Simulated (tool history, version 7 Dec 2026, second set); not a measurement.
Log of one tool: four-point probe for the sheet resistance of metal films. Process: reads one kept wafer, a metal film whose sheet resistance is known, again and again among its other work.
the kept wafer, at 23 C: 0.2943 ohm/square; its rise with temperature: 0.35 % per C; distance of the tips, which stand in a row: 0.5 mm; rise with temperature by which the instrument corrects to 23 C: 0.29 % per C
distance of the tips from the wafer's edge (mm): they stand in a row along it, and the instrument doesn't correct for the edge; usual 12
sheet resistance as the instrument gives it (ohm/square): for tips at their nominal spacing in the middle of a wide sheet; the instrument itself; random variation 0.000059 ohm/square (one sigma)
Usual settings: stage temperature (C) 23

run	hour	stage temperature (C)	distance of the tips from the wafer's edge (mm)	sheet resistance as the instrument gives it (ohm/square)
1	0	23	12	0.293524
2	10.3	19	12	0.293003
3	21.7	23	44	0.293335
4	36.9	22	12	0.293326
5	48.8	18	12	0.292774
6	58.2	18	12	0.292743
7	73.2	18	9	0.292924
8	84.6	18	20	0.292537
9	93.1	18	20	0.292594
10	107.6	18	20	0.292613
11	117.5	23	12	0.293666
12	132.4	20	12	0.29317
13	143.2	20	12	0.293074
14	154.7	20	12	0.293087
15	161.6	20	12	0.293071
16	171.6	20	12	0.293097
17	178.3	20	12	0.293174
# hour 180: stage's thermometer calibrated
18	193.5	31	61	0.294797
19	200.1	18	46	0.292615
20	212.8	18	46	0.292432
21	219.7	18	46	0.292432
22	227.6	18	46	0.292458
23	240.1	25	12	0.294057
24	255.4	29	43	0.294469
# hour 259.8: stage's thermometer calibrated, once more
25	265.4	29	12	0.294938
26	278.3	29	12	0.29483
27	293.3	28	12	0.294643
28	303.1	23	5	0.29499
29	311.4	28	5	0.295962
30	319.3	31	8	0.295523
31	331.8	21	5	0.294689

Measured less the same run without the tool's hidden state. The same run-to-run variation is in both; the gauge's scatter may not be:
The hidden state here: inner tips' distance over the nominal, %; tips' flats over new ones', %; wafer's true temperature over the reading, C; drift of the gauge itself on sheet_ohm, %.
run	sheet resistance as the instrument gives it (ohm/square)
1	-0.00099
2	-0.000985
3	-0.000981
4	-0.000976
5	-0.00097
6	-0.000966
7	-0.000962
8	-0.000957
9	-0.000954
10	-0.000949
11	-0.000948
12	-0.000941
13	-0.000937
14	-0.000932
15	-0.00093
16	-0.000927
17	-0.000924
18	-0.000946
19	-0.000941
20	-0.000937
21	-0.000935
22	-0.000932
23	-0.000931
24	-0.000925
25	-0.000836
26	-0.000831
27	-0.000824
28	-0.000822
29	-0.000821
30	-0.000817
31	-0.00081
